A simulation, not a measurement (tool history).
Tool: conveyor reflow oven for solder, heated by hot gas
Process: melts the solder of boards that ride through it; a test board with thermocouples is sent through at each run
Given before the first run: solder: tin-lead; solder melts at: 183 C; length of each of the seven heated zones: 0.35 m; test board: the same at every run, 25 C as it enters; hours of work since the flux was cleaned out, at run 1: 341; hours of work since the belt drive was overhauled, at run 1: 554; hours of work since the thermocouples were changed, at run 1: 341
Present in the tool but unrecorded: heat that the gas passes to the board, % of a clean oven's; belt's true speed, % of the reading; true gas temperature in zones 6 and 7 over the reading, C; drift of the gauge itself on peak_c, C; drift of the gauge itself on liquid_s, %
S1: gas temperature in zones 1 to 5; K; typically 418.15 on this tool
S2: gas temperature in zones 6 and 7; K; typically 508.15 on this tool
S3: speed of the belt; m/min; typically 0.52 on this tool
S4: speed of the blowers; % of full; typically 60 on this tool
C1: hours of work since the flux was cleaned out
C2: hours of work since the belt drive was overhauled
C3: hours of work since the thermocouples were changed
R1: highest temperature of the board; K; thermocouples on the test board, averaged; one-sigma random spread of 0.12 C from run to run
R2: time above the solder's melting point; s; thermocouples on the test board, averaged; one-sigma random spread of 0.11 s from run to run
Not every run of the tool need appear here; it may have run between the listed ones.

{"run": 1, "hour": 0.0, "S1": 418.15, "S2": 508.15, "S3": 0.52, "S4": 60, "C1": 341, "C2": 554, "C3": 341, "R1": 492.15, "R2": 64.5}
{"hour": 7.6, "done": "flux residue cleaned out of gas plates and filters"}
{"run": 2, "hour": 31.9, "S1": 418.15, "S2": 508.15, "S3": 0.52, "S4": 60, "C1": 14, "C2": 569, "C3": 356, "R1": 492.15, "R2": 64.7}
{"run": 3, "hour": 53.7, "S1": 418.15, "S2": 508.15, "S3": 0.52, "S4": 60, "C1": 26, "C2": 581, "C3": 369, "R1": 492.25, "R2": 64.7}
{"run": 4, "hour": 77.6, "S1": 418.15, "S2": 508.15, "S3": 0.52, "S4": 60, "C1": 40, "C2": 595, "C3": 382, "R1": 492.35, "R2": 64.6}
{"run": 5, "hour": 100.5, "S1": 418.15, "S2": 508.15, "S3": 0.52, "S4": 60, "C1": 53, "C2": 608, "C3": 395, "R1": 492.05, "R2": 64.4}
{"run": 6, "hour": 111.8, "S1": 418.15, "S2": 508.15, "S3": 0.52, "S4": 60, "C1": 59, "C2": 614, "C3": 402, "R1": 492.05, "R2": 64.7}
{"run": 7, "hour": 138.1, "S1": 418.15, "S2": 508.15, "S3": 0.52, "S4": 60, "C1": 74, "C2": 629, "C3": 417, "R1": 492.35, "R2": 64.6}
{"run": 8, "hour": 153.6, "S1": 418.15, "S2": 508.15, "S3": 0.59, "S4": 60, "C1": 83, "C2": 638, "C3": 425, "R1": 488.15, "R2": 53.2}
{"run": 9, "hour": 170.5, "S1": 418.15, "S2": 505.15, "S3": 0.52, "S4": 60, "C1": 93, "C2": 648, "C3": 435, "R1": 489.85, "R2": 62.7}
{"run": 10, "hour": 190.4, "S1": 417.15, "S2": 508.15, "S3": 0.52, "S4": 60, "C1": 104, "C2": 659, "C3": 446, "R1": 491.85, "R2": 64.1}
{"run": 11, "hour": 210.7, "S1": 417.15, "S2": 508.15, "S3": 0.52, "S4": 60, "C1": 115, "C2": 670, "C3": 458, "R1": 492.15, "R2": 64.2}
{"run": 12, "hour": 232.6, "S1": 417.15, "S2": 508.15, "S3": 0.52, "S4": 60, "C1": 128, "C2": 683, "C3": 470, "R1": 492.25, "R2": 63.9}
{"run": 13, "hour": 252.2, "S1": 417.15, "S2": 508.15, "S3": 0.52, "S4": 60, "C1": 139, "C2": 694, "C3": 481, "R1": 491.85, "R2": 63.9}
{"run": 14, "hour": 263.8, "S1": 413.15, "S2": 508.15, "S3": 0.52, "S4": 78, "C1": 145, "C2": 701, "C3": 488, "R1": 495.75, "R2": 66.2}
{"run": 15, "hour": 282.3, "S1": 421.15, "S2": 508.15, "S3": 0.52, "S4": 78, "C1": 156, "C2": 711, "C3": 498, "R1": 497.05, "R2": 69.9}
{"run": 16, "hour": 304.3, "S1": 421.15, "S2": 508.15, "S3": 0.52, "S4": 78, "C1": 168, "C2": 724, "C3": 511, "R1": 497.15, "R2": 69.9}
{"run": 17, "hour": 318.7, "S1": 418.15, "S2": 506.15, "S3": 0.489, "S4": 60, "C1": 177, "C2": 732, "C3": 519, "R1": 492.05, "R2": 69}
{"run": 18, "hour": 338.8, "S1": 433.15, "S2": 507.15, "S3": 0.489, "S4": 89, "C1": 188, "C2": 743, "C3": 531, "R1": 500.35, "R2": 81.8}
{"run": 19, "hour": 359.9, "S1": 404.15, "S2": 505.15, "S3": 0.52, "S4": 60, "C1": 200, "C2": 755, "C3": 543, "R1": 487.25, "R2": 54.9}
{"run": 20, "hour": 382.8, "S1": 406.15, "S2": 516.15, "S3": 0.49, "S4": 50, "C1": 213, "C2": 768, "C3": 556, "R1": 495.35, "R2": 66}
{"run": 21, "hour": 399.8, "S1": 406.15, "S2": 516.15, "S3": 0.49, "S4": 50, "C1": 223, "C2": 778, "C3": 565, "R1": 495.35, "R2": 66}
{"run": 22, "hour": 417.4, "S1": 429.15, "S2": 516.15, "S3": 0.539, "S4": 55, "C1": 233, "C2": 788, "C3": 575, "R1": 498.55, "R2": 71.1}

Run 23 comes next. What will it give?
{"hour": 428.8, "done": "thermocouples of zones 6 and 7 changed"}
{"run": 23, "hour": 440.9, "S1": 429.15, "S2": 516.15, "S3": 0.539, "S4": 55, "C1": 245, "C2": 800, "C3": 7, "R1": "?", "R2": "?"}

R1: 498.55 K
R2: 70.9 s
Had the tool carried no hidden state, the very same run would have given R1 498.55 K, R2 70.9 s.

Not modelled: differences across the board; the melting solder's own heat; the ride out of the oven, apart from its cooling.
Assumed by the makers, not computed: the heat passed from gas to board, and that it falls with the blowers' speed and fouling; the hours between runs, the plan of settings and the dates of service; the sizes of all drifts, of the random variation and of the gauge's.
